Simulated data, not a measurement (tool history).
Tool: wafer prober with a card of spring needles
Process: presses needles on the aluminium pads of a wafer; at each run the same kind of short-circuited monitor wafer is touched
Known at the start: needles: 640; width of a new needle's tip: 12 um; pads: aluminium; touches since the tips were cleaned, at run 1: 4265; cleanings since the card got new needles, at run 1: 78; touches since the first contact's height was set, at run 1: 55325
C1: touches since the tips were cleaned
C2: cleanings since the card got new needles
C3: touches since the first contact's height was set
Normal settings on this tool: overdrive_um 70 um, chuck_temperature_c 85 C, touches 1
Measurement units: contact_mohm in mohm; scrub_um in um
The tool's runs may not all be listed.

Run 1, hour 0: usual settings; C1 4265; C2 78; C3 55325. Result: contact_mohm 148 mohm, scrub_um 18.79 um.
At hour 5.9: tips cleaned on abrasive film.
At hour 20.8: tips cleaned on abrasive film.
At hour 35.6: tips cleaned on abrasive film.
Run 2, hour 38.9: usual settings but chuck_temperature_c 51 C; C1 1257; C2 81; C3 70280. Result: contact_mohm 143 mohm, scrub_um 18.84 um.
At hour 50.9: tips cleaned on abrasive film.
At hour 65.9: tips cleaned on abrasive film.
Run 3, hour 71.1: usual settings; C1 2000; C2 83; C3 82697. Result: contact_mohm 149 mohm, scrub_um 18.74 um.
At hour 81.9: tips cleaned on abrasive film.
Run 4, hour 95.7: usual settings but overdrive_um 67 um; C1 5388; C2 84; C3 92234. Result: contact_mohm 151 mohm, scrub_um 17.93 um.
At hour 97.9: tips cleaned on abrasive film.
At hour 112.7: tips cleaned on abrasive film.
Run 5, hour 126: usual settings but chuck_temperature_c 47 C; C1 5148; C2 86; C3 103886. Result: contact_mohm 145 mohm, scrub_um 18.68 um.
At hour 129.6: tips cleaned on abrasive film.
At hour 144.2: tips cleaned on abrasive film.
Run 6, hour 147.7: usual settings but chuck_temperature_c 44 C; C1 1331; C2 88; C3 112220. Result: contact_mohm 142 mohm, scrub_um 18.8 um.
At hour 159.3: tips cleaned on abrasive film.
Run 7, hour 166.6: usual settings but chuck_temperature_c 44 C; C1 2846; C2 89; C3 119530. Result: contact_mohm 139 mohm, scrub_um 18.72 um.
At hour 174.2: tips cleaned on abrasive film.
At hour 190.1: tips cleaned on abrasive film.
At hour 205.1: tips cleaned on abrasive film.
Run 8, hour 205.1: usual settings; C1 0; C2 92; C3 134356. Result: contact_mohm 149 mohm, scrub_um 18.84 um.
At hour 220.2: tips cleaned on abrasive film.
Run 9, hour 230.4: usual settings but overdrive_um 64 um; C1 3941; C2 93; C3 144107. Result: contact_mohm 153 mohm, scrub_um 17.17 um.
At hour 237.1: tips cleaned on abrasive film.
At hour 253.4: tips cleaned on abrasive film.
At hour 262.9: height of the first contact set anew.
Run 10, hour 262.9: usual settings; C1 3573; C2 95; C3 0. Result: contact_mohm 152 mohm, scrub_um 18.78 um.
At hour 270.7: tips cleaned on abrasive film.
Run 11, hour 284.4: usual settings but overdrive_um 74 um; C1 5307; C2 96; C3 8305. Result: contact_mohm 148 mohm, scrub_um 19.68 um.
At hour 286.1: tips cleaned on abrasive film.
At hour 302: tips cleaned on abrasive film.
Run 12, hour 310.5: usual settings but overdrive_um 74 um; C1 3306; C2 98; C3 18360. Result: contact_mohm 147 mohm, scrub_um 19.8 um.
At hour 316.6: tips cleaned on abrasive film.
Run 13, hour 328.9: usual settings but overdrive_um 74 um; C1 4786; C2 99; C3 25461. Result: contact_mohm 148 mohm, scrub_um 19.79 um.
At hour 331.3: tips cleaned on abrasive film.
At hour 347.5: tips cleaned on abrasive film.
At hour 362.5: tips cleaned on abrasive film.
Run 14, hour 365.5: usual settings but overdrive_um 74 um; C1 1166; C2 102; C3 39542. Result: contact_mohm 148 mohm, scrub_um 19.63 um.
At hour 377.2: tips cleaned on abrasive film.
Run 15, hour 391: usual settings; C1 5349; C2 103; C3 49384. Result: contact_mohm 150 mohm, scrub_um 18.54 um.
At hour 393.9: tips cleaned on abrasive film.
At hour 408.9: tips cleaned on abrasive film.
Run 16, hour 422.6: usual settings but touches 2; C1 5329; C2 105; C3 61569. Result: contact_mohm 152 mohm, scrub_um 18.63 um.
At hour 424.7: tips cleaned on abrasive film.
At hour 439.4: tips cleaned on abrasive film.
Run 17, hour 447.2: usual settings but overdrive_um 51 um, chuck_temperature_c 69 C, touches 2; C1 3017; C2 107; C3 71026. Result: contact_mohm 151 mohm, scrub_um 13.56 um.
At hour 455.6: tips cleaned on abrasive film.
At hour 471.2: tips cleaned on abrasive film.
Run 18, hour 479.2: usual settings but touches 2; C1 3101; C2 109; C3 83369. Result: contact_mohm 149 mohm, scrub_um 18.55 um.
At hour 485.8: tips cleaned on abrasive film.
At hour 501.1: tips cleaned on abrasive film.
At hour 516.3: tips cleaned on abrasive film.
Run 19, hour 516.3: usual settings but touches 2; C1 0; C2 112; C3 97665. Result: contact_mohm 148 mohm, scrub_um 18.61 um.
At hour 533.1: tips cleaned on abrasive film.
At hour 549: tips cleaned on abrasive film.
Run 20, hour 553.5: usual settings but touches 2; C1 1736; C2 114; C3 112006. Result: contact_mohm 149 mohm, scrub_um 18.49 um.
At hour 566: tips cleaned on abrasive film.
At hour 583.3: tips cleaned on abrasive film.
At hour 586.2: gauge calibrated.
Run 21, hour 588.3: usual settings but overdrive_um 63 um, chuck_temperature_c 103 C, touches 2; C1 1936; C2 116; C3 125419. Result: contact_mohm 153 mohm, scrub_um 17.15 um.
At hour 598.6: tips cleaned on abrasive film.
At hour 615.1: tips cleaned on abrasive film.
Run 22, hour 623.1: usual settings but overdrive_um 63 um; C1 3105; C2 118; C3 138867. Result: contact_mohm 150 mohm, scrub_um 16.99 um.
At hour 629.6: tips cleaned on abrasive film.
At hour 646.3: tips cleaned on abrasive film.
At hour 661: tips cleaned on abrasive film.
Run 23, hour 661: usual settings but overdrive_um 89 um; C1 0; C2 121; C3 153444. Result: contact_mohm 146 mohm, scrub_um 23.95 um.
At hour 671.2: height of the first contact set anew.
At hour 678.4: tips cleaned on abrasive film.
Run 24, hour 685.4: usual settings but overdrive_um 89 um, chuck_temperature_c 32 C; C1 2709; C2 122; C3 5447. Result: contact_mohm 138 mohm, scrub_um 24.04 um.
At hour 694.2: tips cleaned on abrasive film.
At hour 708.6: tips cleaned on abrasive film.
Run 25, hour 712.5: usual settings but overdrive_um 89 um, chuck_temperature_c 32 C; C1 1499; C2 124; C3 15900. Result: contact_mohm 137 mohm, scrub_um 24.01 um.
At hour 723.9: tips cleaned on abrasive film.
At hour 738.9: tips cleaned on abrasive film.
Run 26, hour 746.3: usual settings but overdrive_um 85 um, chuck_temperature_c 38 C, touches 2; C1 2868; C2 126; C3 28949. Result: contact_mohm 139 mohm, scrub_um 22.88 um.
At hour 754.6: tips cleaned on abrasive film.
At hour 770.7: tips cleaned on abrasive film.
Run 27, hour 778.2: usual settings but overdrive_um 61 um, chuck_temperature_c 72 C, touches 2; C1 2925; C2 128; C3 41234. Result: contact_mohm 150 mohm, scrub_um 16.28 um.
At hour 786.3: tips cleaned on abrasive film.
At hour 801.5: tips cleaned on abrasive film.
Run 28, hour 814.3: usual settings but overdrive_um 62 um, chuck_temperature_c 63 C, touches 2; C1 4988; C2 130; C3 55165. Result: contact_mohm 145 mohm, scrub_um 16.51 um.
At hour 817.9: tips cleaned on abrasive film.
At hour 833.7: tips cleaned on abrasive film.
Run 29, hour 834: usual settings but overdrive_um 52 um, chuck_temperature_c 65 C, touches 2; C1 130; C2 132; C3 62719. Result: contact_mohm 148 mohm, scrub_um 13.9 um.
At hour 849: tips cleaned on abrasive film.
At hour 865.4: tips cleaned on abrasive film.
Run 30, hour 869.1: usual settings but overdrive_um 52 um, chuck_temperature_c 40 C, touches 2; C1 1436; C2 134; C3 76275. Result: contact_mohm 144 mohm, scrub_um 13.9 um.

Some steps in scrub_um between neighbouring runs. How much of each would the tool show without its hidden state too (settings, what came in, random variation), and how much is left for the hidden state, with any gauge scatter that isn't in both results?
Hidden state present: debris on the tips, nm; way that the needles fall short of the set height, um; tips' diameter, um; drift of the gauge itself on contact_mohm, %; drift of the gauge itself on scrub_um, %.
Run 16 -> 17: overdrive_um 70 -> 51, chuck_temperature_c 85 -> 69, tips cleaned on abrasive film, tips cleaned on abrasive film. scrub_um -5.07 um: hidden state +0.07, all else -5.14.
Run 17 -> 18: overdrive_um 51 -> 70, chuck_temperature_c 69 -> 85, tips cleaned on abrasive film, tips cleaned on abrasive film. scrub_um +4.99 um: hidden state -0.11, all else +5.1.
Run 20 -> 21: overdrive_um 70 -> 63, chuck_temperature_c 85 -> 103, tips cleaned on abrasive film, tips cleaned on abrasive film, gauge calibrated. scrub_um -1.34 um: hidden state +0.38, all else -1.72.
Run 22 -> 23: overdrive_um 63 -> 89, tips cleaned on abrasive film, tips cleaned on abrasive film, tips cleaned on abrasive film. scrub_um +6.96 um: hidden state -0.05, all else +7.01.
Run 26 -> 27: overdrive_um 85 -> 61, chuck_temperature_c 38 -> 72, tips cleaned on abrasive film, tips cleaned on abrasive film. scrub_um -6.6 um: hidden state +0.01, all else -6.61.
